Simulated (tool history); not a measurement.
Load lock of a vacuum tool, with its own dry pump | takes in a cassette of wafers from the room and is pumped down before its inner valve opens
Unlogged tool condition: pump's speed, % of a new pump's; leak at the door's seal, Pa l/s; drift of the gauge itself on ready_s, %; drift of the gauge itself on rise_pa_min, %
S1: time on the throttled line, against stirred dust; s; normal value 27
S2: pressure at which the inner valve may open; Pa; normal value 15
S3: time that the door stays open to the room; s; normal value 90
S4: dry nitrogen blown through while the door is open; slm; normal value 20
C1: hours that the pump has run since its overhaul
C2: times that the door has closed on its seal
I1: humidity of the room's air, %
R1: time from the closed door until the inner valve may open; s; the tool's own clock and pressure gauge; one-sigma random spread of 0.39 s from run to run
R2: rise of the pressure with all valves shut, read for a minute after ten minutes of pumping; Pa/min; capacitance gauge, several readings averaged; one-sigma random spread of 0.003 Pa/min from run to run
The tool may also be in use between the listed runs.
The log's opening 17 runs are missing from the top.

| run | hour | S1 | S2 | S3 | S4 | C1 | C2 | I1 | R1 | R2 |
|---|---|---|---|---|---|---|---|---|---|---|
| 18 | 1611.7 | 27 | 28 | 90 | 20 | 14447 | 10062 | 44.9 | 55.2 | 0.230 |
| 19 | 1693.1 | 34 | 15 | 90 | 20 | 14528 | 10196 | 46.1 | 62.5 | 0.232 |
| 20 | 1771.8 | 29 | 15 | 78 | 20 | 14607 | 10326 | 42.4 | 58.9 | 0.227 |
| 21 | 1868.0 | 27 | 30 | 29 | 20 | 14703 | 10485 | 44.3 | 54.1 | 0.222 |
| 22 | 1954.7 | 27 | 30 | 79 | 20 | 14790 | 10627 | 42.5 | 54.7 | 0.237 |
| 23 | 2022.8 | 27 | 30 | 79 | 20 | 14858 | 10740 | 46.0 | 54.0 | 0.250 |
| 24 | 2076.2 | 36 | 15 | 187 | 20 | 14911 | 10828 | 44.4 | 63.3 | 0.269 |
| 25 | 2151.6 | 36 | 23 | 187 | 20 | 14987 | 10952 | 43.8 | 61.5 | 0.272 |
| 26 | 2240.6 | 36 | 23 | 187 | 20 | 15076 | 11098 | 48.0 | 62.2 | 0.281 |
| 27 | 2323.9 | 53 | 15 | 113 | 20 | 15159 | 11235 | 44.2 | 75.4 | 0.263 |
| 28 | 2393.8 | 53 | 15 | 113 | 20 | 15229 | 11351 | 44.2 | 75.1 | 0.268 |
| 29 | 2478.8 | 53 | 25 | 113 | 20 | 15314 | 11491 | 39.4 | 72.4 | 0.260 |
| 30 | 2587.5 | 34 | 16 | 43 | 18 | 15423 | 11670 | 45.5 | 62.0 | 0.254 |
| 31 | 2703.4 | 21 | 22 | 55 | 10 | 15539 | 11860 | 45.2 | 53.2 | 0.274 |
| 32 | 2811.0 | 21 | 22 | 55 | 10 | 15646 | 12038 | 48.6 | 52.3 | 0.289 |
| 33 | 2901.8 | 21 | 22 | 55 | 10 | 15737 | 12187 | 43.1 | 52.9 | 0.280 |
| 34 | 2996.1 | 14 | 22 | 76 | 10 | 15831 | 12343 | 45.6 | 47.8 | 0.303 |
| 35 | 3091.1 | 47 | 11 | 185 | 11 | 15926 | 12499 | 43.9 | 73.4 | 0.331 |
| 36 | 3203.5 | 27 | 25 | 90 | 20 | 16039 | 12684 | 45.3 | 56.8 | 0.302 |
|  | 3219.8 | dry pump taken out, an overhauled one fitted |
| 37 | 3270.9 | 21 | 12 | 90 | 36 | 51 | 12785 | 45.6 | 48.3 | 0.289 |

Alternative continuations, all from the tool just after run 37; predict every row:
| A | 3351.5 | 15 | 23 | 90 | 20 | 132 | 12918 | 45.7 | ? | ? |
| B | 3351.5 | 21 | 12 | 49 | 6 | 132 | 12918 | 47.8 | ? | ? |
| C | 3351.5 | 21 | 14 | 90 | 36 | 132 | 12918 | 48.4 | ? | ? |

| run | R1 | R2 |
|---|---|---|
| A | 40.0 | 0.303 |
| B | 48.3 | 0.307 |
| C | 47.7 | 0.285 |
The same runs, with their run-to-run variation unchanged, on a tool lacking any hidden condition would have given:
| run | R1 | R2 |
|---|---|---|
| A | 39.5 | 0.048 |
| B | 47.8 | 0.054 |
| C | 47.2 | 0.031 |

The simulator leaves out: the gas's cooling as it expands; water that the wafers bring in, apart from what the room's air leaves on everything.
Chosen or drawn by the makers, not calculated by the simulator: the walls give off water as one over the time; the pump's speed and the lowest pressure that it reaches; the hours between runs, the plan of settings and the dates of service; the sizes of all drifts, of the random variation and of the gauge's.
